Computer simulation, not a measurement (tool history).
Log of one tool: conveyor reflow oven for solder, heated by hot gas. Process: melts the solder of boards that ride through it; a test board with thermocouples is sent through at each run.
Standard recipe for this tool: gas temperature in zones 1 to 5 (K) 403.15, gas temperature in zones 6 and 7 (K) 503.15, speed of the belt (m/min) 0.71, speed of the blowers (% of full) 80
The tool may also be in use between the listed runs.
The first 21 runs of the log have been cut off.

| run | hour | gas temperature in zones 1 to 5 (K) | gas temperature in zones 6 and 7 (K) | speed of the belt (m/min) | speed of the blowers (% of full) | hours of work since the flux was cleaned out | hours of work since the belt drive was overhauled | hours of work since the thermocouples were changed | highest temperature of the board (K) | time above the solder's melting point (s) |
|---|---|---|---|---|---|---|---|---|---|---|
| 22 | 214.7 | 406.15 | 516.15 | 0.71 | 80 | 107 | 361 | 133 | 504.25 | 58.1 |
| 23 | 220.4 | 392.15 | 498.15 | 0.61 | 64 | 109 | 364 | 136 | 485.65 | 52.3 |
| 24 | 232.7 | 403.15 | 503.15 | 0.714 | 80 | 115 | 369 | 141 | 491.25 | 50.2 |
| 25 | 243.4 | 403.15 | 493.15 | 0.71 | 80 | 120 | 374 | 146 | 482.85 | 44.4 |
| 26 | 257.1 | 400.15 | 499.15 | 0.71 | 80 | 126 | 381 | 153 | 487.95 | 47.3 |
| 27 | 264.3 | 403.15 | 505.15 | 0.71 | 80 | 130 | 384 | 156 | 493.45 | 52.2 |
| 28 | 273.8 | 403.15 | 505.15 | 0.71 | 80 | 134 | 388 | 161 | 493.65 | 51.9 |
| 29 | 280.7 | 395.15 | 510.15 | 0.769 | 52 | 137 | 392 | 164 | 484.45 | 37.8 |
| 30 | 290.9 | 395.15 | 510.15 | 0.769 | 52 | 142 | 396 | 168 | 484.65 | 37.7 |

Forecast each of these 4 alternatives for the next run:
| A | 297.9 | 400.15 | 503.15 | 0.71 | 56 | 145 | 400 | 172 | ? | ? |
| B | 297.9 | 395.15 | 499.15 | 0.579 | 74 | 145 | 400 | 172 | ? | ? |
| C | 297.9 | 405.15 | 503.15 | 0.689 | 69 | 145 | 400 | 172 | ? | ? |
| D | 297.9 | 403.15 | 504.15 | 0.797 | 80 | 145 | 400 | 172 | ? | ? |

| run | highest temperature of the board (K) | time above the solder's melting point (s) |
|---|---|---|
| A | 484.45 | 43.2 |
| B | 491.15 | 60.4 |
| C | 489.95 | 51.5 |
| D | 489.45 | 43.1 |
With no hidden state in the tool, these same runs would have given:
| run | highest temperature of the board (K) | time above the solder's melting point (s) |
|---|---|---|
| A | 485.05 | 43.4 |
| B | 491.55 | 60.6 |
| C | 490.55 | 51.7 |
| D | 490.25 | 43.5 |
